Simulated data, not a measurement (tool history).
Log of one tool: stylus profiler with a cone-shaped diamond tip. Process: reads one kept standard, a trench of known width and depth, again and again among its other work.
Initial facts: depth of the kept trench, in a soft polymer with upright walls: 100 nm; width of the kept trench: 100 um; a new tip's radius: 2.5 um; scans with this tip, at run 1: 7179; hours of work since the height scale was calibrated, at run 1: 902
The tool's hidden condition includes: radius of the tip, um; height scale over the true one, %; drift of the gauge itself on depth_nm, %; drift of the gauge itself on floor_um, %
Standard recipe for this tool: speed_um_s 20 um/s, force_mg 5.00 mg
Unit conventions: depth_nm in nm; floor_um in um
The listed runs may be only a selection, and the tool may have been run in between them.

run	hour	speed_um_s	force_mg	scans with this tip	hours of work since the height scale was calibrated	depth_nm	floor_um
1	0.0	20	5.00	7179	902	101.06	98.09
2	34.4	8	5.00	7350	924	100.95	98.09
3	91.0	20	5.00	7631	959	100.96	98.04
4	135.2	20	5.00	7851	986	100.99	97.97
5	210.7	20	8.33	8226	1034	101.50	98.00
6	271.5	20	14.97	8528	1072	102.28	98.04
7	324.6	10	5.00	8791	1105	100.97	98.02
8	376.6	20	2.07	9050	1137	100.46	97.93
9	426.0	20	3.44	9295	1168	100.70	97.89
10	498.4	33	5.00	9654	1213	100.90	97.83
11	567.3	33	5.00	9996	1256	100.91	97.85
12	623.2	33	5.00	10274	1291	100.90	97.86
13	676.4	15	5.00	10538	1324	100.88	97.85
14	715.1	20	12.77	10731	1348	101.99	97.88
15	758.6	20	12.77	10947	1375	102.00	97.91
16	828.8	20	12.77	11295	1419	101.86	97.86
17	896.3	20	12.77	11631	1461	101.91	97.84
18	949.5	20	12.77	11895	1495	101.99	97.79
19	1018.0	20	11.83	12235	1537	101.84	97.79
20	1077.6	20	11.83	12531	1575	101.76	97.77
# hour 1111.6: new tip fitted, height scale calibrated
21	1119.5	20	3.85	40	5	100.87	98.54
22	1177.8	20	3.85	329	41	100.97	98.51
23	1246.6	20	3.85	671	84	100.89	98.55
24	1289.1	20	5.00	882	111	101.19	98.50
25	1348.8	35	6.39	1178	148	101.31	98.43
26	1402.4	75	4.53	1445	182	101.02	98.20
27	1464.3	8	3.23	1752	220	100.77	98.46
28	1521.6	13	11.16	2036	256	101.92	98.40
29	1561.8	13	11.16	2236	281	101.92	98.40
30	1629.9	11	4.87	2574	323	101.03	98.38
31	1707.1	48	3.01	2958	372	100.68	98.16
32	1772.6	10	7.22	3283	413	101.37	98.35
33	1854.7	7	3.65	3691	464	100.82	98.32
34	1924.6	7	3.65	4038	507	100.71	98.27
35	1977.0	20	14.75	4299	540	102.31	98.20
36	2028.2	61	2.20	4553	572	100.51	97.98
37	2100.6	12	4.32	4913	617	100.87	98.18
38	2151.6	72	5.00	5166	649	100.95	97.94
39	2194.2	29	13.79	5377	676	102.13	98.12
40	2267.6	29	13.79	5742	721	102.16	98.10
41	2343.8	11	14.13	6120	769	102.16	98.12
42	2397.4	11	14.13	6386	802	102.18	98.19
43	2438.2	11	14.13	6589	828	102.16	98.15
44	2507.3	6	9.77	6933	871	101.58	98.13
45	2544.6	6	12.50	7118	894	101.92	98.12
46	2619.8	38	6.39	7491	941	101.09	97.96
47	2678.0	14	3.15	7780	978	100.60	98.03

Branching from run 47: 3 alternative next runs. What would each branch give?
A	2736.5	57	2.67	8071	1014	?	?
B	2736.5	12	5.00	8071	1014	?	?
C	2736.5	14	2.41	8071	1014	?	?

run	depth_nm	floor_um
A	100.44	97.79
B	100.87	98.04
C	100.48	98.00
With the hidden condition removed and each run's random variation left untouched, the same runs would have given:
run	depth_nm	floor_um
A	100.74	98.34
B	101.17	98.58
C	100.77	98.55

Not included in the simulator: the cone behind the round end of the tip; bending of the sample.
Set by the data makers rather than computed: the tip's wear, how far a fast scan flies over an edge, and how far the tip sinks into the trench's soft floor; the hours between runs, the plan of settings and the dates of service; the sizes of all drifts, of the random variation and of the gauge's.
